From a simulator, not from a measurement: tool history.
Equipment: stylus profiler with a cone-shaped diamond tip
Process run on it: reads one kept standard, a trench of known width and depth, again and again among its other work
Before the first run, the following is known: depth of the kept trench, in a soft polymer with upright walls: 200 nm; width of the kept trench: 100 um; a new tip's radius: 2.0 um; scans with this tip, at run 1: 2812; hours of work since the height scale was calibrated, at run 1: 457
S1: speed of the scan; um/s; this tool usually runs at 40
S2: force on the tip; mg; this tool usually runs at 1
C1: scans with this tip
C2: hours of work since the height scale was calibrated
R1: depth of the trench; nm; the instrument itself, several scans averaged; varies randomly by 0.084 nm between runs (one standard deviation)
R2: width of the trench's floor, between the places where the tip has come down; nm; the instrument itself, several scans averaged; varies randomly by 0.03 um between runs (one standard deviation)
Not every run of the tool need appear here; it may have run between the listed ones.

| run | hour | S1 | S2 | C1 | C2 | R1 | R2 |
|---|---|---|---|---|---|---|---|
| 1 | 0 | 40 | 1 | 2812 | 457 | 201.77 | 97670 |
| 2 | 17.5 | 40 | 1 | 2885 | 469 | 201.66 | 97760 |
| 3 | 31.9 | 40 | 1 | 2946 | 479 | 201.7 | 97780 |
| 4 | 52.3 | 40 | 1 | 3032 | 492 | 201.76 | 97810 |
| 5 | 66.7 | 40 | 1.04 | 3092 | 502 | 201.61 | 97760 |
| 6 | 81.6 | 40 | 1.04 | 3155 | 512 | 201.87 | 97780 |
| 7 | 100.4 | 40 | 0.53 | 3234 | 525 | 201.19 | 97560 |
| 8 | 119 | 62 | 0.53 | 3312 | 538 | 201.17 | 97320 |
| 9 | 131.2 | 40 | 1 | 3363 | 546 | 201.68 | 97750 |
| 10 | 152.1 | 40 | 1 | 3451 | 561 | 201.67 | 97760 |
| 11 | 163.5 | 40 | 1 | 3499 | 568 | 201.87 | 97720 |
| 12 | 179.2 | 40 | 1 | 3565 | 579 | 201.92 | 97750 |
| 13 | 191.8 | 40 | 1.31 | 3618 | 588 | 202.05 | 97770 |
| 14 | 204.7 | 40 | 1 | 3672 | 596 | 201.88 | 97740 |
| 15 | 214.2 | 40 | 1 | 3712 | 603 | 201.94 | 97660 |
| 16 | 224.4 | 40 | 1.55 | 3755 | 610 | 202.49 | 97860 |
| 17 | 244 | 40 | 1.55 | 3837 | 623 | 202.28 | 97780 |
| 18 | 255.7 | 40 | 1.55 | 3886 | 631 | 202.47 | 97820 |
| 19 | 266.2 | 40 | 0.98 | 3930 | 638 | 201.84 | 97660 |
| 20 | 283.7 | 40 | 0.98 | 4003 | 650 | 201.81 | 97750 |
| 21 | 295.4 | 40 | 0.98 | 4053 | 658 | 201.79 | 97690 |
| 22 | 314.9 | 40 | 0.98 | 4134 | 672 | 201.87 | 97650 |
| 23 | 329.8 | 40 | 0.98 | 4197 | 682 | 201.91 | 97690 |
| 24 | 351.1 | 40 | 0.98 | 4286 | 696 | 201.82 | 97650 |
| 25 | 365.2 | 45 | 2.69 | 4346 | 706 | 203.27 | 97830 |
| 26 | 386.8 | 20 | 1.19 | 4436 | 721 | 202.12 | 97910 |
| 27 | 404.2 | 40 | 2.7 | 4510 | 733 | 203.29 | 97840 |
| 28 | 421.9 | 40 | 2.7 | 4584 | 745 | 203.17 | 97800 |
| 29 | 443.7 | 34 | 2.7 | 4676 | 760 | 203.37 | 97860 |
| 30 | 460.8 | 34 | 2.7 | 4748 | 771 | 203.19 | 97880 |
|  | 463.4 | height scale calibrated on a step standard |
| 31 | 480.8 | 10 | 1.15 | 4829 | 12 | 202.43 | 98030 |
| 32 | 491.7 | 10 | 1.15 | 4875 | 19 | 202.48 | 98000 |
| 33 | 507 | 10 | 0.58 | 4939 | 30 | 201.93 | 97940 |
| 34 | 524.3 | 72 | 1.48 | 5012 | 42 | 202.84 | 97490 |
|  | 533.8 | height scale calibrated on a step standard, once more |
| 35 | 540.7 | 79 | 1.19 | 5079 | 5 | 201.58 | 97340 |
| 36 | 551.4 | 79 | 1.19 | 5124 | 12 | 201.6 | 97350 |
| 37 | 564.7 | 31 | 0.68 | 5180 | 21 | 201.11 | 97680 |
| 38 | 580.8 | 40 | 0.94 | 5247 | 32 | 201.4 | 97630 |
| 39 | 599.3 | 19 | 1.52 | 5325 | 45 | 201.83 | 97890 |
| 40 | 619.4 | 141 | 1.91 | 5409 | 58 | 202.14 | 97030 |
| 41 | 633.8 | 60 | 1 | 5470 | 68 | 201.4 | 97400 |
| 42 | 646.3 | 60 | 0.39 | 5522 | 77 | 200.82 | 97130 |
| 43 | 666.7 | 44 | 1.91 | 5608 | 91 | 202.12 | 97720 |
| 44 | 683.2 | 70 | 2.03 | 5677 | 102 | 202.31 | 97600 |
| 45 | 704.9 | 70 | 2.03 | 5769 | 117 | 202.22 | 97520 |
| 46 | 719.7 | 70 | 2.03 | 5831 | 127 | 202.3 | 97560 |

Branching from run 46: 4 alternative next runs. What would each branch give?
| A | 731 | 49 | 0.34 | 5878 | 135 | ? | ? |
| B | 731 | 113 | 0.41 | 5878 | 135 | ? | ? |
| C | 731 | 103 | 2.03 | 5878 | 135 | ? | ? |
| D | 731 | 15 | 0.93 | 5878 | 135 | ? | ? |

| run | R1 | R2 |
|---|---|---|
| A | 200.65 | 97230 |
| B | 200.96 | 96280 |
| C | 202.26 | 97330 |
| D | 201.43 | 97860 |
What these runs would have given with no unlogged condition in the tool:
| run | R1 | R2 |
|---|---|---|
| A | 200.56 | 97470 |
| B | 200.87 | 96530 |
| C | 202.17 | 97580 |
| D | 201.35 | 98110 |
